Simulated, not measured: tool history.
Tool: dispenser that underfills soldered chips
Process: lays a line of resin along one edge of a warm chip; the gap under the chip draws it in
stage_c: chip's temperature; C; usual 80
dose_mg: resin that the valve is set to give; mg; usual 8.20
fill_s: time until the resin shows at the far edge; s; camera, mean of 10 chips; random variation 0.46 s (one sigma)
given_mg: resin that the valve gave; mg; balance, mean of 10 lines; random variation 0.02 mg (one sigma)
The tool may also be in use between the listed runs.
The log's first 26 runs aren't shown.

run,hour,stage_c,dose_mg,fill_s,given_mg
# hour 156.4: new syringe of resin
27,158.9,83,9.08,35.8,8.81
# hour 164.9: new syringe of resin
28,167.4,93,10.33,26.4,9.97
# hour 174.0: new syringe of resin
29,174.8,76,7.38,43.7,7.09
30,179.3,92,8.73,32.2,8.40
# hour 182.5: new syringe of resin
31,183.6,85,9.66,31.9,9.29
32,190.1,73,7.81,67.5,7.52
# hour 191.2: new syringe of resin
33,197.8,81,9.46,48.7,9.05
# hour 200.0: new syringe of resin
34,205.9,81,9.46,46.4,9.03

Forecast each of these 5 alternatives for the next run:
# hour 208.9: new syringe of resin
A,212.3,81,9.41,?,?
# hour 208.9: new syringe of resin
B,212.3,65,9.16,?,?
# hour 208.9: new syringe of resin
C,212.3,66,8.10,?,?
# hour 208.9: new syringe of resin
D,212.3,74,8.07,?,?
# hour 208.9: new syringe of resin
E,212.3,88,10.46,?,?

run,fill_s,given_mg
A,41.9,8.98
B,71.9,8.76
C,70.0,7.70
D,53.6,7.69
E,32.8,9.94
Without the tool's hidden state the same runs would have given:
run,fill_s,given_mg
A,33.6,9.43
B,57.7,9.19
C,55.9,8.08
D,42.9,8.07
E,26.5,10.43

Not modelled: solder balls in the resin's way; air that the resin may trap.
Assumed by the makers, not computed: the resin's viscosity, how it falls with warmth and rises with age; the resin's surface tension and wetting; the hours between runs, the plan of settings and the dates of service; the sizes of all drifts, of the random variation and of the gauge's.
